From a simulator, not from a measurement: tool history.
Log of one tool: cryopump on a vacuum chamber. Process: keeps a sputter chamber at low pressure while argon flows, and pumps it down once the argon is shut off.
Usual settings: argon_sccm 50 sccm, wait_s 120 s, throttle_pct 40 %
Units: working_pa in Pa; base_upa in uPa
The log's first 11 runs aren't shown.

run,hour,argon_sccm,wait_s,throttle_pct,hours of work since the pump was warmed up and emptied,hours of work since the cold head was overhauled,hours of work since the chamber's fittings were tightened,working_pa,base_upa
# hour 660.7: pump warmed up, emptied and cooled again
12,691.4,50,120,40,18,755,1063,0.0918,0.71
13,784.5,50,120,40,73,809,1118,0.0937,0.82
14,824.5,50,120,40,96,833,1141,0.0933,0.75
15,912.2,50,120,40,148,884,1193,0.0945,0.77
16,997.6,23,120,40,198,935,1243,0.0439,0.88
17,1040.8,23,120,40,223,960,1268,0.0439,0.83
18,1097.6,69,120,40,257,993,1302,0.1337,0.90
19,1150.4,50,38,20,288,1024,1333,0.1899,1.24
20,1210.8,24,38,19,323,1060,1368,0.0961,1.23
21,1263.3,52,77,33,354,1091,1399,0.1232,1.04
22,1326.7,42,180,59,391,1128,1436,0.0598,0.97
23,1420.9,42,39,18,447,1183,1491,0.1800,1.37
# hour 1433.2: leaking fittings of the chamber tightened, without venting
24,1462.5,42,46,38,470,1206,17,0.0896,0.48
25,1558.7,50,25,36,526,1263,74,0.1149,0.83

Forecast run 26:
26,1617.6,60,120,19,561,1298,108,?,?

working_pa: 0.2481 Pa
base_upa: 0.38 uPa
Without the tool's hidden state the same run would have given working_pa 0.2326 Pa, base_upa 0.27 uPa.

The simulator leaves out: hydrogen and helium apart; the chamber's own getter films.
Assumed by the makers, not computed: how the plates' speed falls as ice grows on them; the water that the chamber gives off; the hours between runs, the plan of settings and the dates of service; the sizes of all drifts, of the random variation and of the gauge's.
